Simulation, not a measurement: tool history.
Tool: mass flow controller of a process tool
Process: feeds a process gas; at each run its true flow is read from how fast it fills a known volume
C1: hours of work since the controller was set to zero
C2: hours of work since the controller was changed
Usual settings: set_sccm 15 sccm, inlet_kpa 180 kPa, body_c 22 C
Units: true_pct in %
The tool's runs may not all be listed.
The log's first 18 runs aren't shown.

{"run": 19, "day": 103.079, "set_sccm": 15, "inlet_kpa": 180, "body_c": 22, "C1": 1439, "C2": 1439, "true_pct": 99.31}
{"run": 20, "day": 108.683, "set_sccm": 15, "inlet_kpa": 180, "body_c": 34, "C1": 1484, "C2": 1484, "true_pct": 99.78}
{"run": 21, "day": 113.571, "set_sccm": 38, "inlet_kpa": 158, "body_c": 22, "C1": 1523, "C2": 1523, "true_pct": 100.47}
{"run": 22, "day": 119.071, "set_sccm": 38, "inlet_kpa": 158, "body_c": 22, "C1": 1567, "C2": 1567, "true_pct": 100.6}
{"run": 23, "day": 124.904, "set_sccm": 11, "inlet_kpa": 158, "body_c": 33, "C1": 1614, "C2": 1614, "true_pct": 99.56}
{"day": 125.612, "done": "gauge calibrated"}
{"run": 24, "day": 131.704, "set_sccm": 7, "inlet_kpa": 203, "body_c": 22, "C1": 1669, "C2": 1669, "true_pct": 97.64}
{"run": 25, "day": 137.821, "set_sccm": 18, "inlet_kpa": 180, "body_c": 31, "C1": 1718, "C2": 1718, "true_pct": 98.46}
{"run": 26, "day": 142.917, "set_sccm": 9, "inlet_kpa": 180, "body_c": 22, "C1": 1759, "C2": 1759, "true_pct": 97.86}
{"run": 27, "day": 149.429, "set_sccm": 14, "inlet_kpa": 141, "body_c": 25, "C1": 1811, "C2": 1811, "true_pct": 98.03}
{"run": 28, "day": 154.829, "set_sccm": 14, "inlet_kpa": 141, "body_c": 25, "C1": 1855, "C2": 1855, "true_pct": 98.21}
{"run": 29, "day": 158.429, "set_sccm": 14, "inlet_kpa": 213, "body_c": 21, "C1": 1883, "C2": 1883, "true_pct": 98.36}
{"run": 30, "day": 164.625, "set_sccm": 14, "inlet_kpa": 213, "body_c": 21, "C1": 1933, "C2": 1933, "true_pct": 98.45}
{"run": 31, "day": 172.408, "set_sccm": 15, "inlet_kpa": 180, "body_c": 31, "C1": 1996, "C2": 1996, "true_pct": 98.64}
{"run": 32, "day": 179.938, "set_sccm": 15, "inlet_kpa": 180, "body_c": 31, "C1": 2056, "C2": 2056, "true_pct": 98.82}
{"run": 33, "day": 186.104, "set_sccm": 23, "inlet_kpa": 180, "body_c": 22, "C1": 2106, "C2": 2106, "true_pct": 99.14}
{"run": 34, "day": 194.012, "set_sccm": 23, "inlet_kpa": 215, "body_c": 28, "C1": 2169, "C2": 2169, "true_pct": 99.69}
{"run": 35, "day": 201.288, "set_sccm": 33, "inlet_kpa": 226, "body_c": 37, "C1": 2228, "C2": 2228, "true_pct": 100.58}
{"run": 36, "day": 206.517, "set_sccm": 33, "inlet_kpa": 226, "body_c": 37, "C1": 2270, "C2": 2270, "true_pct": 100.72}

5 ways to go on from here, each from the tool as it stands after run 36. What would each give?
{"run": "A", "day": 211.621, "set_sccm": 39, "inlet_kpa": 226, "body_c": 37, "C1": 2311, "C2": 2311, "true_pct": "?"}
{"run": "B", "day": 211.621, "set_sccm": 9, "inlet_kpa": 180, "body_c": 22, "C1": 2311, "C2": 2311, "true_pct": "?"}
{"run": "C", "day": 211.621, "set_sccm": 15, "inlet_kpa": 226, "body_c": 37, "C1": 2311, "C2": 2311, "true_pct": "?"}
{"run": "D", "day": 211.621, "set_sccm": 16, "inlet_kpa": 275, "body_c": 22, "C1": 2311, "C2": 2311, "true_pct": "?"}
{"run": "E", "day": 211.621, "set_sccm": 33, "inlet_kpa": 140, "body_c": 24, "C1": 2311, "C2": 2311, "true_pct": "?"}

run=A true_pct=101.09
run=B true_pct=98.64
run=C true_pct=99.71
run=D true_pct=99.68
run=E true_pct=99.86
Without the tool's hidden state the same runs would have given:
run=A true_pct=99.92
run=B true_pct=97.49
run=C true_pct=98.55
run=D true_pct=98.53
run=E true_pct=98.7
